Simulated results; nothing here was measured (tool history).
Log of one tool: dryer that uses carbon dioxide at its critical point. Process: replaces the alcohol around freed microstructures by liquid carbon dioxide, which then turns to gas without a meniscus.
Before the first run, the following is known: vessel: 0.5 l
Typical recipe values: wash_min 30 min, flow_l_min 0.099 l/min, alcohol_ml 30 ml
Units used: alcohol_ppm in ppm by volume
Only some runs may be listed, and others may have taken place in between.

| run | hour | wash_min | flow_l_min | alcohol_ml | alcohol_ppm |
|---|---|---|---|---|---|
| 1 | 0 | 30 | 0.099 | 30 | 245 |
| 2 | 8.2 | 30 | 0.099 | 30 | 244 |
| 3 | 18.1 | 30 | 0.099 | 30 | 244 |
| 4 | 23.5 | 30 | 0.099 | 30 | 242 |
| 5 | 35.5 | 30 | 0.099 | 30 | 254 |
| 6 | 42.6 | 30 | 0.099 | 30 | 252 |
| 7 | 50.2 | 19 | 0.099 | 30 | 1738 |
| 8 | 63.4 | 35 | 0.099 | 30 | 117 |
| 9 | 70.1 | 30 | 0.099 | 30 | 256 |
| 10 | 81.8 | 30 | 0.099 | 30 | 258 |
| 11 | 92.2 | 27 | 0.099 | 30 | 412 |
| 12 | 104 | 27 | 0.099 | 31 | 441 |
| 13 | 112.3 | 30 | 0.099 | 30 | 249 |
| 14 | 123.6 | 30 | 0.099 | 30 | 252 |
| 15 | 130.9 | 30 | 0.099 | 30 | 264 |
| 16 | 140.7 | 30 | 0.099 | 30 | 267 |
| 17 | 146.1 | 30 | 0.0846 | 30 | 533 |
| 18 | 153.1 | 26 | 0.099 | 30 | 528 |
| 19 | 164.8 | 26 | 0.099 | 30 | 516 |
| 20 | 170.3 | 30 | 0.113 | 30 | 142 |
|  | 181.1 | inlet filter changed |
| 21 | 184.3 | 30 | 0.113 | 30 | 111 |
| 22 | 196.1 | 37 | 0.113 | 30 | 43 |
| 23 | 204.8 | 37 | 0.113 | 30 | 42 |
| 24 | 210.9 | 37 | 0.113 | 30 | 46 |
| 25 | 224.1 | 37 | 0.113 | 30 | 57 |
| 26 | 231.6 | 37 | 0.113 | 30 | 54 |
| 27 | 239.3 | 40 | 0.064 | 30 | 399 |
| 28 | 247 | 25 | 0.0706 | 30 | 1835 |
| 29 | 257.2 | 25 | 0.0706 | 30 | 1822 |
| 30 | 270.5 | 25 | 0.0706 | 30 | 1840 |
| 31 | 278.7 | 25 | 0.0706 | 30 | 1813 |
| 32 | 288.8 | 30 | 0.0603 | 30 | 1640 |
| 33 | 298.8 | 26 | 0.0689 | 22 | 1288 |
| 34 | 310.2 | 29 | 0.1224 | 104 | 246 |
| 35 | 315.9 | 21 | 0.0629 | 46 | 6518 |
| 36 | 325.9 | 21 | 0.0629 | 46 | 6690 |
| 37 | 338.1 | 21 | 0.0629 | 46 | 6586 |
| 38 | 347.4 | 21 | 0.0629 | 46 | 6656 |
| 39 | 359.3 | 20 | 0.1583 | 30 | 185 |
| 40 | 368.6 | 30 | 0.0751 | 30 | 742 |
| 41 | 380.1 | 30 | 0.0751 | 30 | 715 |
| 42 | 390.8 | 30 | 0.0755 | 35 | 814 |
| 43 | 400.5 | 31 | 0.0882 | 35 | 373 |
| 44 | 407.1 | 25 | 0.1612 | 103 | 131 |
| 45 | 412.9 | 25 | 0.1612 | 103 | 127 |
| 46 | 422.5 | 35 | 0.082 | 30 | 255 |
| 47 | 435.5 | 32 | 0.1139 | 21 | 80 |

3 options for the next run, each taken on its own from the tool as it stands now. Forecast them:
| A | 443.2 | 32 | 0.1139 | 34 | ? |
| B | 443.2 | 30 | 0.1013 | 30 | ? |
| C | 443.2 | 19 | 0.1139 | 24 | ? |

| run | alcohol_ppm |
|---|---|
| A | 92 |
| B | 203 |
| C | 780 |
Had the tool no hidden state, the same runs would have come out as:
| run | alcohol_ppm |
|---|---|
| A | 50 |
| B | 154 |
| C | 698 |
